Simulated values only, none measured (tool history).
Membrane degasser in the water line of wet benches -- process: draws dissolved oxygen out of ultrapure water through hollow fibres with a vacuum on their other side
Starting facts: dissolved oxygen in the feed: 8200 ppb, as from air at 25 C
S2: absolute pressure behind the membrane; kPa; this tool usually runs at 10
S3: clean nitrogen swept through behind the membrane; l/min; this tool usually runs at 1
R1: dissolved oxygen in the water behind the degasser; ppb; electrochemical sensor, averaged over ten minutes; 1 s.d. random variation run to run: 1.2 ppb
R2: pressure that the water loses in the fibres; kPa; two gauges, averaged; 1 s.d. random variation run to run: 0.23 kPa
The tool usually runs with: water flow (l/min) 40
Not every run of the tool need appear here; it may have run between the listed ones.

Run 1, hour 0: usual settings. Result: R1 523.2 ppb, R2 57.65 kPa.
Run 2, hour 75.7: usual settings. Result: R1 524.2 ppb, R2 57.59 kPa.
Run 3, hour 171.5: usual settings. Result: R1 526.5 ppb, R2 57.6 kPa.
Run 4, hour 283.7: usual settings but S3 0.46 l/min. Result: R1 898.7 ppb, R2 57.98 kPa.
Run 5, hour 429: usual settings but S2 19.3 kPa. Result: R1 1151.6 ppb, R2 58.43 kPa.
Run 6, hour 577.5: usual settings but S2 19.3 kPa, S3 1.26 l/min. Result: R1 974.5 ppb, R2 58.1 kPa.
Run 7, hour 643: usual settings. Result: R1 528.4 ppb, R2 57.97 kPa.
Run 8, hour 711.5: usual settings but S3 1.94 l/min. Result: R1 308.8 ppb, R2 58.17 kPa.
Run 9, hour 819.8: usual settings. Result: R1 527.6 ppb, R2 58.29 kPa.
Run 10, hour 910.5: usual settings. Result: R1 526.8 ppb, R2 58.07 kPa.
Run 11, hour 1060.7: usual settings. Result: R1 529 ppb, R2 58.3 kPa.
Run 12, hour 1144: usual settings. Result: R1 529.3 ppb, R2 58.54 kPa.
Run 13, hour 1271.5: usual settings but S3 1.51 l/min. Result: R1 384 ppb, R2 58.29 kPa.
Run 14, hour 1413.1: usual settings but S3 1.51 l/min. Result: R1 383.8 ppb, R2 58.35 kPa.
Run 15, hour 1515.6: usual settings but S3 1.55 l/min. Result: R1 376.7 ppb, R2 58.8 kPa.
Run 16, hour 1677.4: usual settings but S2 16.1 kPa. Result: R1 950.4 ppb, R2 58.74 kPa.
Run 17, hour 1776.4: usual settings but water flow (l/min) 55, S2 14.9 kPa, S3 1.22 l/min. Result: R1 956.4 ppb, R2 81.04 kPa.
At hour 1837.9: seals of the vacuum lines changed.
Run 18, hour 1861.6: usual settings but water flow (l/min) 32, S2 10.7 kPa, S3 1.32 l/min. Result: R1 388.2 ppb, R2 46.94 kPa.
Run 19, hour 1985.5: usual settings but S2 16.9 kPa. Result: R1 1000.9 ppb, R2 58.32 kPa.
Run 20, hour 2056.6: usual settings but water flow (l/min) 46, S2 8.1 kPa, S3 0.56 l/min. Result: R1 655 ppb, R2 67.39 kPa.
Run 21, hour 2195.9: usual settings but S3 1.08 l/min. Result: R1 503 ppb, R2 58.81 kPa.
Run 22, hour 2296.4: usual settings but S2 14.6 kPa, S3 1.08 l/min. Result: R1 805.7 ppb, R2 59.26 kPa.
Run 23, hour 2447.3: usual settings but water flow (l/min) 26. Result: R1 375.9 ppb, R2 38.25 kPa.
Run 24, hour 2577.8: usual settings but S2 7.4 kPa, S3 0.78 l/min. Result: R1 414.4 ppb, R2 58.67 kPa.
Run 25, hour 2727.1: usual settings but water flow (l/min) 54, S2 7.4 kPa, S3 1.26 l/min. Result: R1 369.2 ppb, R2 80.34 kPa.
Run 26, hour 2876.6: usual settings but water flow (l/min) 24, S2 8.3 kPa, S3 1.26 l/min. Result: R1 222.5 ppb, R2 35.51 kPa.
Run 27, hour 2991.7: usual settings but water flow (l/min) 32, S2 8.3 kPa, S3 1.42 l/min. Result: R1 257.8 ppb, R2 47.39 kPa.
Run 28, hour 3153.4: usual settings but water flow (l/min) 32, S2 8.3 kPa, S3 1.42 l/min. Result: R1 259.5 ppb, R2 47.73 kPa.
Run 29, hour 3241.9: usual settings but water flow (l/min) 32, S2 8.3 kPa, S3 1.42 l/min. Result: R1 259 ppb, R2 47.71 kPa.
Run 30, hour 3364.2: usual settings but water flow (l/min) 32, S2 10.5 kPa, S3 1.42 l/min. Result: R1 362.5 ppb, R2 47.6 kPa.
Run 31, hour 3508.5: usual settings but water flow (l/min) 53, S2 13.4 kPa, S3 1.42 l/min. Result: R1 744.2 ppb, R2 79.55 kPa.

Forecast each of these 3 alternatives for the next run:
Run A, hour 3614.2: usual settings but water flow (l/min) 29, S2 19.1 kPa, S3 2.13 l/min. Result: R1 ?, R2 ?.
Run B, hour 3614.2: usual settings but water flow (l/min) 36, S2 6.2 kPa, S3 1.28 l/min. Result: R1 ?, R2 ?.
Run C, hour 3614.2: usual settings but water flow (l/min) 53, S2 13.4 kPa, S3 2.78 l/min. Result: R1 ?, R2 ?.

run     R1     R2
  A  485.5   43.3
  B  194.5  54.15
  C  435.9  79.71
The same runs, with their run-to-run variation unchanged, on a tool lacking any hidden condition would have given:
run     R1     R2
  A  475.6  41.45
  B    179  51.85
  C  422.8   76.3

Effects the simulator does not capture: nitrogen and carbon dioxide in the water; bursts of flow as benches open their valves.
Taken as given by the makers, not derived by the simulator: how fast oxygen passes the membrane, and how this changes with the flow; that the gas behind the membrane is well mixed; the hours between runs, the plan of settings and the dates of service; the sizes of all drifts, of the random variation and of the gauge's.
